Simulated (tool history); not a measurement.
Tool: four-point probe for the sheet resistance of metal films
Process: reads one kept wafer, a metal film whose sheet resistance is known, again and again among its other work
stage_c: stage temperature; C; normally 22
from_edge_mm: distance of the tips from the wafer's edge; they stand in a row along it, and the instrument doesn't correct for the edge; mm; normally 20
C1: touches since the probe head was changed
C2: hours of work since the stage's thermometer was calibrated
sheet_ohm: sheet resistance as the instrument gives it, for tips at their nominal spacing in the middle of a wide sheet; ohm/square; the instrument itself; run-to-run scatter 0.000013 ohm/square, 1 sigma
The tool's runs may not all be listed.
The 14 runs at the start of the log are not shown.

run 15 day=33.483 | stage_c=22 from_edge_mm=21 | C1=85804 C2=562 | sheet_ohm=0.066492
run 16 day=35.912 | stage_c=22 from_edge_mm=20 | C1=87273 C2=601 | sheet_ohm=0.066477
run 17 day=39.038 | stage_c=22 from_edge_mm=13 | C1=89163 C2=652 | sheet_ohm=0.066534
run 18 day=41.546 | stage_c=22 from_edge_mm=13 | C1=90681 C2=692 | sheet_ohm=0.066523
run 19 day=44.758 | stage_c=22 from_edge_mm=13 | C1=92624 C2=745 | sheet_ohm=0.066525
run 20 day=47.65 | stage_c=22 from_edge_mm=13 | C1=94371 C2=791 | sheet_ohm=0.066552
run 21 day=49.612 | stage_c=22 from_edge_mm=13 | C1=95560 C2=823 | sheet_ohm=0.066527
run 22 day=52.554 | stage_c=20 from_edge_mm=21 | C1=97337 C2=871 | sheet_ohm=0.066566
run 23 day=54.104 | stage_c=33 from_edge_mm=67 | C1=98275 C2=896 | sheet_ohm=0.065805
run 24 day=57.5 | stage_c=23 from_edge_mm=27 | C1=100329 C2=951 | sheet_ohm=0.066391
run 25 day=59.133 | stage_c=29 from_edge_mm=47 | C1=101317 C2=977 | sheet_ohm=0.066023
run 26 day=62.604 | stage_c=29 from_edge_mm=10 | C1=103416 C2=1034 | sheet_ohm=0.066151
run 27 day=65.754 | stage_c=29 from_edge_mm=10 | C1=105322 C2=1085 | sheet_ohm=0.066138
run 28 day=68.95 | stage_c=19 from_edge_mm=10 | C1=107254 C2=1136 | sheet_ohm=0.066753
run 29 day=71.608 | stage_c=22 from_edge_mm=6 | C1=108861 C2=1179 | sheet_ohm=0.066787

Expected results for the next run?
run 30 day=74.354 | stage_c=27 from_edge_mm=13 | C1=110523 C2=1224 | sheet_ohm=?

Run 30 produced sheet_ohm 0.066206 ohm/square.
Without the tool's hidden state the same run would have given sheet_ohm 0.066458 ohm/square.
